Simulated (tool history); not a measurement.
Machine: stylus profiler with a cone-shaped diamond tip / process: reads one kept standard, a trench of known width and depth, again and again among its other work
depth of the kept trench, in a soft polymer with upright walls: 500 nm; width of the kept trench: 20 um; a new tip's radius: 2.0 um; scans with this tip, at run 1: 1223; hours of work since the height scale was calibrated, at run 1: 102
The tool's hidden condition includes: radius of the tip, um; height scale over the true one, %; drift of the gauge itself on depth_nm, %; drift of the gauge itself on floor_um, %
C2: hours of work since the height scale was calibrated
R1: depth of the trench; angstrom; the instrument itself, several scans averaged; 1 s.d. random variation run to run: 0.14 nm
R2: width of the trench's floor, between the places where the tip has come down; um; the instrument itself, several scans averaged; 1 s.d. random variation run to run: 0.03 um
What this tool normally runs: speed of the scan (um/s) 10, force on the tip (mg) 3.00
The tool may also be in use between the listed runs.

run 1 hour=0.0 | speed_of_the_scan_(um/s)=10 force_on_the_tip_(mg)=3.00 | scans_with_this_tip=1223 C2=102 | R1=5060.4 R2=16.99
run 2 hour=59.5 | speed_of_the_scan_(um/s)=12 force_on_the_tip_(mg)=3.00 | scans_with_this_tip=1730 C2=144 | R1=5058.3 R2=16.91
run 3 hour=119.2 | speed_of_the_scan_(um/s)=10 force_on_the_tip_(mg)=7.42 | scans_with_this_tip=2238 C2=186 | R1=5110.4 R2=16.80
run 4 hour=181.8 | speed_of_the_scan_(um/s)=10 force_on_the_tip_(mg)=7.42 | scans_with_this_tip=2770 C2=231 | R1=5108.4 R2=16.69
run 5 hour=248.3 | speed_of_the_scan_(um/s)=10 force_on_the_tip_(mg)=7.42 | scans_with_this_tip=3336 C2=278 | R1=5107.9 R2=16.53
run 6 hour=339.6 | speed_of_the_scan_(um/s)=3 force_on_the_tip_(mg)=3.00 | scans_with_this_tip=4114 C2=342 | R1=5054.4 R2=16.43
run 7 hour=419.6 | speed_of_the_scan_(um/s)=3 force_on_the_tip_(mg)=3.00 | scans_with_this_tip=4795 C2=399 | R1=5053.2 R2=16.29
run 8 hour=483.1 | speed_of_the_scan_(um/s)=19 force_on_the_tip_(mg)=3.00 | scans_with_this_tip=5334 C2=444 | R1=5051.0 R2=16.09
run 9 hour=537.6 | speed_of_the_scan_(um/s)=19 force_on_the_tip_(mg)=3.00 | scans_with_this_tip=5798 C2=483 | R1=5051.2 R2=16.04
run 10 hour=604.5 | speed_of_the_scan_(um/s)=19 force_on_the_tip_(mg)=3.00 | scans_with_this_tip=6367 C2=530 | R1=5049.1 R2=15.92
-- hour=611.1 height scale calibrated on a step standard
run 11 hour=677.1 | speed_of_the_scan_(um/s)=19 force_on_the_tip_(mg)=3.00 | scans_with_this_tip=6981 C2=47 | R1=5038.0 R2=15.77
run 12 hour=749.0 | speed_of_the_scan_(um/s)=10 force_on_the_tip_(mg)=3.00 | scans_with_this_tip=7593 C2=98 | R1=5038.9 R2=15.73
run 13 hour=835.8 | speed_of_the_scan_(um/s)=10 force_on_the_tip_(mg)=3.00 | scans_with_this_tip=8332 C2=159 | R1=5034.6 R2=15.57
-- hour=900.3 height scale calibrated on a step standard, once more
run 14 hour=900.3 | speed_of_the_scan_(um/s)=10 force_on_the_tip_(mg)=3.00 | scans_with_this_tip=8876 C2=0 | R1=5064.8 R2=15.53
run 15 hour=967.5 | speed_of_the_scan_(um/s)=10 force_on_the_tip_(mg)=3.00 | scans_with_this_tip=9448 C2=48 | R1=5065.4 R2=15.39
-- hour=1037.1 new tip fitted, height scale calibrated
run 16 hour=1038.0 | speed_of_the_scan_(um/s)=39 force_on_the_tip_(mg)=1.11 | scans_with_this_tip=7 C2=1 | R1=5034.9 R2=17.06
run 17 hour=1124.1 | speed_of_the_scan_(um/s)=11 force_on_the_tip_(mg)=1.05 | scans_with_this_tip=740 C2=62 | R1=5030.1 R2=17.05
run 18 hour=1195.5 | speed_of_the_scan_(um/s)=26 force_on_the_tip_(mg)=3.23 | scans_with_this_tip=1348 C2=112 | R1=5066.6 R2=16.85
run 19 hour=1259.6 | speed_of_the_scan_(um/s)=2 force_on_the_tip_(mg)=4.49 | scans_with_this_tip=1893 C2=158 | R1=5079.4 R2=16.85
run 20 hour=1307.8 | speed_of_the_scan_(um/s)=8 force_on_the_tip_(mg)=2.31 | scans_with_this_tip=2304 C2=192 | R1=5049.9 R2=16.77
run 21 hour=1370.9 | speed_of_the_scan_(um/s)=8 force_on_the_tip_(mg)=2.31 | scans_with_this_tip=2841 C2=236 | R1=5053.7 R2=16.61
run 22 hour=1460.7 | speed_of_the_scan_(um/s)=24 force_on_the_tip_(mg)=1.22 | scans_with_this_tip=3605 C2=300 | R1=5027.9 R2=16.33
run 23 hour=1524.3 | speed_of_the_scan_(um/s)=13 force_on_the_tip_(mg)=2.76 | scans_with_this_tip=4146 C2=345 | R1=5054.3 R2=16.33
run 24 hour=1598.1 | speed_of_the_scan_(um/s)=10 force_on_the_tip_(mg)=1.38 | scans_with_this_tip=4774 C2=397 | R1=5031.6 R2=16.22
run 25 hour=1672.7 | speed_of_the_scan_(um/s)=10 force_on_the_tip_(mg)=1.38 | scans_with_this_tip=5408 C2=450 | R1=5029.3 R2=16.10
run 26 hour=1713.5 | speed_of_the_scan_(um/s)=10 force_on_the_tip_(mg)=1.38 | scans_with_this_tip=5756 C2=479 | R1=5027.4 R2=16.00
run 27 hour=1807.4 | speed_of_the_scan_(um/s)=17 force_on_the_tip_(mg)=1.46 | scans_with_this_tip=6555 C2=546 | R1=5028.3 R2=15.77
run 28 hour=1888.9 | speed_of_the_scan_(um/s)=17 force_on_the_tip_(mg)=1.46 | scans_with_this_tip=7248 C2=603 | R1=5028.1 R2=15.68
run 29 hour=1945.0 | speed_of_the_scan_(um/s)=3 force_on_the_tip_(mg)=2.08 | scans_with_this_tip=7726 C2=643 | R1=5037.4 R2=15.68

3 options for the next run, each taken on its own from the tool as it stands now. Forecast them:
run A hour=2000.6 | speed_of_the_scan_(um/s)=37 force_on_the_tip_(mg)=6.78 | scans_with_this_tip=8199 C2=682 | R1=? R2=?
run B hour=2000.6 | speed_of_the_scan_(um/s)=2 force_on_the_tip_(mg)=6.38 | scans_with_this_tip=8199 C2=682 | R1=? R2=?
run C hour=2000.6 | speed_of_the_scan_(um/s)=39 force_on_the_tip_(mg)=7.73 | scans_with_this_tip=8199 C2=682 | R1=? R2=?

run=A R1=5098.4 R2=15.54
run=B R1=5091.8 R2=15.66
run=C R1=5105.1 R2=15.49
With no hidden state in the tool, these same runs would have given:
run=A R1=5112.1 R2=17.25
run=B R1=5105.4 R2=17.36
run=C R1=5118.8 R2=17.20

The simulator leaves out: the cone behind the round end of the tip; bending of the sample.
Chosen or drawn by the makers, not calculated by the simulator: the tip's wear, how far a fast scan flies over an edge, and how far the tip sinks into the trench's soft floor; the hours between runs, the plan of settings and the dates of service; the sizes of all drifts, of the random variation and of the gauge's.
